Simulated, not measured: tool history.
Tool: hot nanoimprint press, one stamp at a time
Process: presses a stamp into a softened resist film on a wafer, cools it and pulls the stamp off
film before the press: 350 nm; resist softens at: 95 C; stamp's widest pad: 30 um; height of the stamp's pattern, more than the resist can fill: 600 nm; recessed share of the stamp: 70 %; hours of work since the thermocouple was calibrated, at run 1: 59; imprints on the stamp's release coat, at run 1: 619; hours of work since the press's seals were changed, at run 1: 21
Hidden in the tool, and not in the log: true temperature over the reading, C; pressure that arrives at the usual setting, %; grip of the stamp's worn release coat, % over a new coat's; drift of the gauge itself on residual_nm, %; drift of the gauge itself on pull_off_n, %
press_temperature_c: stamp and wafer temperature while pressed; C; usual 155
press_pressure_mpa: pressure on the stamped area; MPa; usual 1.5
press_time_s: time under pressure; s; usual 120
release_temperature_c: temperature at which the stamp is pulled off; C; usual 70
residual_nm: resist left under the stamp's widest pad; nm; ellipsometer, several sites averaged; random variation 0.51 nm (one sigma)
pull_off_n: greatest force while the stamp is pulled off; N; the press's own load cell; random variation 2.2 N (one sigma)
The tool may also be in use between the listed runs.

run	hour	press_temperature_c	press_pressure_mpa	press_time_s	release_temperature_c	hours of work since the thermocouple was calibrated	imprints on the stamp's release coat	hours of work since the press's seals were changed	residual_nm	pull_off_n
1	0	155	1.5	120	70	59	619	21	153.6	141
2	52.1	155	1.5	120	56	98	863	59	153.1	152
# hour 83.9: stamp cleaned and given a new release coat
3	108	153	1.5	120	70	135	114	96	164.4	141
4	165	153	1.5	120	70	177	382	138	163.8	143
5	214.9	155	1.5	120	70	214	615	175	153.4	137
# hour 272.4: plate thermocouple calibrated
6	272.4	155	1.5	120	70	0	872	216	153.3	139
# hour 301: stamp cleaned and given a new release coat
7	345.1	155	1.5	120	70	49	207	265	153.1	141
8	397.2	155	1.5	196	70	88	451	304	126.3	142
9	444.5	155	1.5	120	70	123	674	339	153.6	140
# hour 516.8: stamp cleaned and given a new release coat
10	519.9	155	1.5	120	70	174	15	390	154.3	139
11	567.3	155	1.5	120	70	209	237	425	153.6	142
# hour 627.4: plate thermocouple calibrated
12	627.4	155	1.5	120	70	0	506	467	152.9	144
13	668.3	155	1.5	120	70	30	697	498	153.4	141
14	699.5	155	1.5	120	70	53	844	521	152.5	140
# hour 736.5: stamp cleaned and given a new release coat
15	751.9	155	1.5	120	70	88	72	555	153.6	138
16	783.1	155	1.5	120	70	111	218	578	153.2	142
17	817.8	166	1.5	142	57	136	381	604	97.7	153
18	868	166	1.5	142	57	174	617	641	97.8	152
19	924.7	148	1.2	120	77	216	883	683	211	133
# hour 954.7: stamp cleaned and given a new release coat
# hour 983.7: plate thermocouple calibrated
20	998.4	149	1.28	84	71	11	191	731	225.8	138
21	1067.3	156	1.5	195	77	62	515	782	122.4	134
22	1113.5	156	1.5	195	77	96	732	816	122.2	134
# hour 1139.5: press's hydraulic seals changed and the load cell set to zero
# hour 1183.1: stamp cleaned and given a new release coat
23	1189.9	155	1.5	68	71	142	32	33	189.1	137
24	1260	155	1.5	68	71	194	361	85	189.6	139
25	1292.5	145	1.5	228	71	218	513	109	175.1	141
# hour 1344.2: plate thermocouple calibrated
26	1362.1	145	1.5	228	71	13	826	158	174.8	139
# hour 1401.2: stamp cleaned and given a new release coat
27	1408.2	145	1.5	228	66	43	32	188	173.7	140
28	1442	148	1.5	120	71	68	191	213	195.8	140

5 ways to go on from here, each from the tool as it stands after run 28. What would each give?
A	1480.2	153	1.38	120	67	96	371	241	?	?
B	1480.2	163	2.19	96	70	96	371	241	?	?
C	1480.2	148	1.5	120	71	96	371	241	?	?
D	1480.2	157	1.7	100	70	96	371	241	?	?
E	1480.2	162	1.5	120	74	96	371	241	?	?

run	residual_nm	pull_off_n
A	170.5	140
B	107.2	140
C	195.1	141
D	146.8	140
E	120.5	134
Without the tool's hidden state the same runs would have given:
run	residual_nm	pull_off_n
A	170.4	140
B	107.1	139
C	194.9	141
D	146.6	139
E	120.4	133

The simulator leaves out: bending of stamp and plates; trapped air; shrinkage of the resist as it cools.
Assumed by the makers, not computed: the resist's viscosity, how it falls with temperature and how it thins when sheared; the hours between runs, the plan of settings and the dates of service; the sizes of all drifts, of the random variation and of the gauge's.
